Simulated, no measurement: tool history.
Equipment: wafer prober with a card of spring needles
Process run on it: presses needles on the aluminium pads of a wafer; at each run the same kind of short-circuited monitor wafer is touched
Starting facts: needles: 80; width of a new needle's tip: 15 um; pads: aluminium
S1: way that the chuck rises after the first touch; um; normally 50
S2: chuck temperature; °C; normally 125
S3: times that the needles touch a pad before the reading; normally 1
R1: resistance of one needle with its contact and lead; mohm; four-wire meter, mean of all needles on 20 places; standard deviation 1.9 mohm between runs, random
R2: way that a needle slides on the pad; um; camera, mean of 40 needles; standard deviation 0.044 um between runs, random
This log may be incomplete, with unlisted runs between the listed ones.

{"run": 1, "hour": 0.0, "S1": 50, "S2": 125, "S3": 1, "R1": 203, "R2": 12.73}
{"run": 2, "hour": 12.4, "S1": 50, "S2": 125, "S3": 1, "R1": 205, "R2": 12.73}
{"run": 3, "hour": 22.7, "S1": 50, "S2": 125, "S3": 1, "R1": 208, "R2": 12.75}
{"run": 4, "hour": 37.6, "S1": 50, "S2": 125, "S3": 1, "R1": 206, "R2": 12.79}
{"run": 5, "hour": 49.5, "S1": 50, "S2": 125, "S3": 1, "R1": 203, "R2": 12.77}
{"run": 6, "hour": 59.3, "S1": 50, "S2": 125, "S3": 1, "R1": 204, "R2": 12.68}
{"run": 7, "hour": 73.0, "S1": 50, "S2": 28, "S3": 1, "R1": 181, "R2": 12.78}
{"run": 8, "hour": 87.1, "S1": 50, "S2": 28, "S3": 1, "R1": 184, "R2": 12.73}
{"run": 9, "hour": 97.7, "S1": 50, "S2": 28, "S3": 2, "R1": 183, "R2": 12.77}
{"run": 10, "hour": 113.3, "S1": 50, "S2": 28, "S3": 2, "R1": 181, "R2": 12.69}
{"run": 11, "hour": 128.2, "S1": 54, "S2": 125, "S3": 1, "R1": 201, "R2": 13.76}
{"run": 12, "hour": 142.9, "S1": 32, "S2": 91, "S3": 2, "R1": 206, "R2": 8.14}
{"run": 13, "hour": 160.0, "S1": 31, "S2": 33, "S3": 2, "R1": 192, "R2": 7.87}
{"run": 14, "hour": 170.0, "S1": 49, "S2": 36, "S3": 1, "R1": 189, "R2": 12.53}
{"run": 15, "hour": 184.9, "S1": 50, "S2": 29, "S3": 1, "R1": 181, "R2": 12.66}
{"run": 16, "hour": 200.7, "S1": 61, "S2": 65, "S3": 1, "R1": 189, "R2": 15.44}
{"run": 17, "hour": 216.5, "S1": 61, "S2": 65, "S3": 1, "R1": 185, "R2": 15.37}
{"run": 18, "hour": 232.6, "S1": 61, "S2": 65, "S3": 1, "R1": 188, "R2": 15.57}
{"run": 19, "hour": 242.4, "S1": 61, "S2": 65, "S3": 1, "R1": 193, "R2": 15.46}
{"run": 20, "hour": 249.9, "S1": 61, "S2": 65, "S3": 1, "R1": 189, "R2": 15.62}
{"run": 21, "hour": 263.0, "S1": 55, "S2": 119, "S3": 2, "R1": 202, "R2": 14.05}

Missing from the log above: 6 entries noted between runs. For each, name the pair of listed runs it sits between and say how the tool's hidden condition differs from the listed run just before to the listed run just after:
After run 2, before run 3: tips cleaned on abrasive film (hour 14.2)
  debris on the tips, nm: 1 -> 0.4; way that the needles fall short of the set height, um: 0 -> 0.01
After run 5, before run 6: tips cleaned on abrasive film (hour 59.3)
  debris on the tips, nm: 0.9 -> 0.1
After run 9, before run 10: tips cleaned on abrasive film (hour 104.3)
  debris on the tips, nm: 1 -> 0.4
After run 12, before run 13: tips cleaned on abrasive film (hour 149.4)
  debris on the tips, nm: 0.9 -> 0.4
After run 15, before run 16: tips cleaned on abrasive film (hour 194.2)
  debris on the tips, nm: 0.9 -> 0.3
After run 18, before run 19: tips cleaned on abrasive film (hour 240.3)
  debris on the tips, nm: 1 -> 0.2

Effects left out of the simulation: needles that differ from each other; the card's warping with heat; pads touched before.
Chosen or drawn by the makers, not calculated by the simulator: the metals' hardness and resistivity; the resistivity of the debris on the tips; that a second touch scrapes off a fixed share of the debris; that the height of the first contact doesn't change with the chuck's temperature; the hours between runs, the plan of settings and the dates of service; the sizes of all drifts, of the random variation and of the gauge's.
